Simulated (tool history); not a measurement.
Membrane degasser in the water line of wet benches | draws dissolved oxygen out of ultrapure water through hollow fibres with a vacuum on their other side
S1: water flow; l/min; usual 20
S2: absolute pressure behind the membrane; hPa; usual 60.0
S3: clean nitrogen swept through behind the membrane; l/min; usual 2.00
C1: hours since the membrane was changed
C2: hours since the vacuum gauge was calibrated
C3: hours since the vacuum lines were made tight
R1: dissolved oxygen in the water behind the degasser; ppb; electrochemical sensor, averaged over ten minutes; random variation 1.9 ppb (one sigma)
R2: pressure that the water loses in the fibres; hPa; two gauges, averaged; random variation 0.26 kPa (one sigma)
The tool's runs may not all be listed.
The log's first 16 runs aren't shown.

run    hour  S1     S2    S3    C1    C2    C3     R1      R2
 17  1762.7  24  109.8  2.33  3661  2366   935  358.3   816.6
 18  1942.7  24  109.8  2.33  3841  2546  1115  365.0   810.2
 19  2119.9  14   50.4  2.00  4018  2723  1292   80.0   468.4
 20  2263.2  14   50.4  2.00  4162  2866  1436   78.2   469.6
 21  2370.6  14   50.4  2.00  4269  2974  1543   79.0   470.1
 22  2465.5  20   60.8  1.83  4364  3069  1638  194.2   673.2
     2530.2  -- gauge calibrated
 23  2546.3  19   60.0  5.13  4445  3149  1719  136.3   655.6
     2662.5  -- vacuum gauge calibrated
 24  2699.4  19  102.2  5.13  4597    37  1871  170.0   651.2
 25  2833.3  19  102.2  5.13  4731   171  2005  171.5   653.3
 26  2951.1  28   54.7  3.14  4849   289  2123  301.1   962.7
 27  3026.8  12  146.3  1.41  4925   364  2199  254.1   411.6
 28  3155.4  12  146.3  1.41  5053   493  2327  258.4   411.4
 29  3229.1  32   65.1  2.00  5127   567  2401  432.7  1095.8
 30  3329.1  24   65.1  0.99  5227   667  2501  351.6   822.5
 31  3434.4  18   65.1  0.99  5332   772  2606  219.1   615.2
 32  3518.1  18  100.3  5.46  5416   856  2690  148.8   614.1

Forecast each of these 3 alternatives for the next run:
  A  3674.6  14   48.1  1.81  5573  1012  2847   ?   ?
  B  3674.6  18  100.3  1.11  5573  1012  2847   ?   ?
  C  3674.6  25  142.2  2.00  5573  1012  2847   ?   ?

run     R1     R2
  A   79.5  477.4
  B  338.6  617.0
  C  494.7  852.6
Without the tool's hidden state the same runs would have given:
run     R1     R2
  A   79.2  483.0
  B  338.0  624.2
  C  493.8  862.6

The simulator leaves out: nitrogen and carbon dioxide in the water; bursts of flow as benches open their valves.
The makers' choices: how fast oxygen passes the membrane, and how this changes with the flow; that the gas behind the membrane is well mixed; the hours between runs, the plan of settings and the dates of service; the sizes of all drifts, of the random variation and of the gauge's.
